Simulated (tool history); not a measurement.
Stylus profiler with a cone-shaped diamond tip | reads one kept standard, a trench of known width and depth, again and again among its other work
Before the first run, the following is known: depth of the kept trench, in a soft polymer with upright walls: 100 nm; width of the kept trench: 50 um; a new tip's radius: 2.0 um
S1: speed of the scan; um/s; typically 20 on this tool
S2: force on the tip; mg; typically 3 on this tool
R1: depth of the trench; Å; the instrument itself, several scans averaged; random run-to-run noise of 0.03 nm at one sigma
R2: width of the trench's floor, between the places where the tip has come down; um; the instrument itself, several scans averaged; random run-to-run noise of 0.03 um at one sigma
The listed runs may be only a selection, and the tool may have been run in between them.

{"run": 1, "day": 0.0, "S1": 20, "S2": 3, "R1": 1017.4, "R2": 48.49}
{"run": 2, "day": 0.733, "S1": 20, "S2": 3, "R1": 1018.4, "R2": 48.56}
{"run": 3, "day": 1.267, "S1": 20, "S2": 3, "R1": 1018.1, "R2": 48.53}
{"run": 4, "day": 1.896, "S1": 56, "S2": 3, "R1": 1017.9, "R2": 48.31}
{"run": 5, "day": 2.375, "S1": 20, "S2": 3, "R1": 1018.2, "R2": 48.51}
{"run": 6, "day": 3.008, "S1": 20, "S2": 3, "R1": 1018.7, "R2": 48.54}
{"run": 7, "day": 3.388, "S1": 20, "S2": 1.96, "R1": 1014.4, "R2": 48.52}
{"run": 8, "day": 3.992, "S1": 20, "S2": 1.96, "R1": 1014, "R2": 48.49}
{"run": 9, "day": 4.475, "S1": 20, "S2": 1.96, "R1": 1014, "R2": 48.51}
{"run": 10, "day": 4.95, "S1": 20, "S2": 1.96, "R1": 1013.8, "R2": 48.47}
{"run": 11, "day": 5.421, "S1": 20, "S2": 1.96, "R1": 1014.2, "R2": 48.48}
{"run": 12, "day": 5.933, "S1": 10, "S2": 3, "R1": 1018.4, "R2": 48.56}
{"run": 13, "day": 6.667, "S1": 10, "S2": 3, "R1": 1018.6, "R2": 48.55}
{"run": 14, "day": 7.267, "S1": 10, "S2": 3, "R1": 1018, "R2": 48.57}
{"run": 15, "day": 7.575, "S1": 10, "S2": 3, "R1": 1018.1, "R2": 48.6}
{"run": 16, "day": 7.883, "S1": 10, "S2": 3, "R1": 1018.5, "R2": 48.63}
{"run": 17, "day": 8.588, "S1": 33, "S2": 3, "R1": 1018.4, "R2": 48.39}
{"run": 18, "day": 9.204, "S1": 33, "S2": 3, "R1": 1018.3, "R2": 48.43}
{"run": 19, "day": 9.8, "S1": 33, "S2": 3, "R1": 1018.6, "R2": 48.42}
{"run": 20, "day": 10.354, "S1": 33, "S2": 3, "R1": 1018.9, "R2": 48.49}
{"run": 21, "day": 10.721, "S1": 33, "S2": 3, "R1": 1018.8, "R2": 48.45}
{"run": 22, "day": 11.146, "S1": 20, "S2": 4.38, "R1": 1023.5, "R2": 48.54}
{"run": 23, "day": 11.804, "S1": 20, "S2": 4.38, "R1": 1023.8, "R2": 48.51}
{"run": 24, "day": 12.462, "S1": 20, "S2": 3, "R1": 1018.5, "R2": 48.47}
{"run": 25, "day": 12.983, "S1": 8, "S2": 1.51, "R1": 1012.9, "R2": 48.6}
{"run": 26, "day": 13.362, "S1": 8, "S2": 1.51, "R1": 1013.6, "R2": 48.53}
{"run": 27, "day": 13.829, "S1": 20, "S2": 1.47, "R1": 1012.5, "R2": 48.42}
{"run": 28, "day": 14.254, "S1": 16, "S2": 1.56, "R1": 1011.8, "R2": 48.39}
{"run": 29, "day": 14.746, "S1": 11, "S2": 3.74, "R1": 1020.5, "R2": 48.45}
{"run": 30, "day": 15.112, "S1": 11, "S2": 3.74, "R1": 1021.2, "R2": 48.51}
{"run": 31, "day": 15.771, "S1": 11, "S2": 3.74, "R1": 1020.8, "R2": 48.45}
{"run": 32, "day": 16.392, "S1": 14, "S2": 3.03, "R1": 1018.3, "R2": 48.5}
{"run": 33, "day": 16.779, "S1": 8, "S2": 1.99, "R1": 1013.9, "R2": 48.46}
{"run": 34, "day": 17.446, "S1": 74, "S2": 4.74, "R1": 1023.9, "R2": 48.24}
{"run": 35, "day": 17.758, "S1": 20, "S2": 2.75, "R1": 1017, "R2": 48.49}
{"run": 36, "day": 18.442, "S1": 20, "S2": 2.75, "R1": 1016.7, "R2": 48.43}
{"run": 37, "day": 19.0, "S1": 24, "S2": 6.01, "R1": 1028.5, "R2": 48.41}
{"run": 38, "day": 19.412, "S1": 24, "S2": 6.01, "R1": 1028.6, "R2": 48.45}
{"run": 39, "day": 19.946, "S1": 30, "S2": 6.87, "R1": 1030.9, "R2": 48.38}
{"run": 40, "day": 20.396, "S1": 20, "S2": 1.27, "R1": 1010.9, "R2": 48.42}
{"run": 41, "day": 20.75, "S1": 46, "S2": 1.09, "R1": 1010.1, "R2": 48.1}
{"run": 42, "day": 21.221, "S1": 12, "S2": 4.39, "R1": 1023.1, "R2": 48.53}
{"run": 43, "day": 21.542, "S1": 62, "S2": 5.73, "R1": 1027.7, "R2": 48.26}
{"run": 44, "day": 21.917, "S1": 11, "S2": 2.39, "R1": 1016, "R2": 48.44}
{"run": 45, "day": 22.233, "S1": 74, "S2": 2.89, "R1": 1018.2, "R2": 48.02}
{"run": 46, "day": 22.875, "S1": 10, "S2": 1.69, "R1": 1012.1, "R2": 48.43}
{"run": 47, "day": 23.25, "S1": 10, "S2": 3.65, "R1": 1021.2, "R2": 48.4}

Missing from the log above: 2 entries noted between runs. For each, name the pair of listed runs it sits between and say how the tool's hidden condition differs from the listed run just before to the listed run just after:
Run 24 -> run 25: height scale calibrated on a step standard (day 12.538)
  radius of the tip, um: 2.57 -> 2.58; height scale over the true one, %: 0.135 -> 0.212
  what was measured, less what the result would be without the hidden state, R1: +1.4 -> +2.1 Å; R2: -0.17 -> -0.18 um
Run 27 -> run 28: height scale calibrated on a step standard, once more (day 14.254)
  radius of the tip, um: 2.6 -> 2.61; height scale over the true one, %: 0.216 -> 0.065
  what was measured, less what the result would be without the hidden state, R1: +2.2 -> +0.7 Å; R2: -0.18 -> -0.18 um

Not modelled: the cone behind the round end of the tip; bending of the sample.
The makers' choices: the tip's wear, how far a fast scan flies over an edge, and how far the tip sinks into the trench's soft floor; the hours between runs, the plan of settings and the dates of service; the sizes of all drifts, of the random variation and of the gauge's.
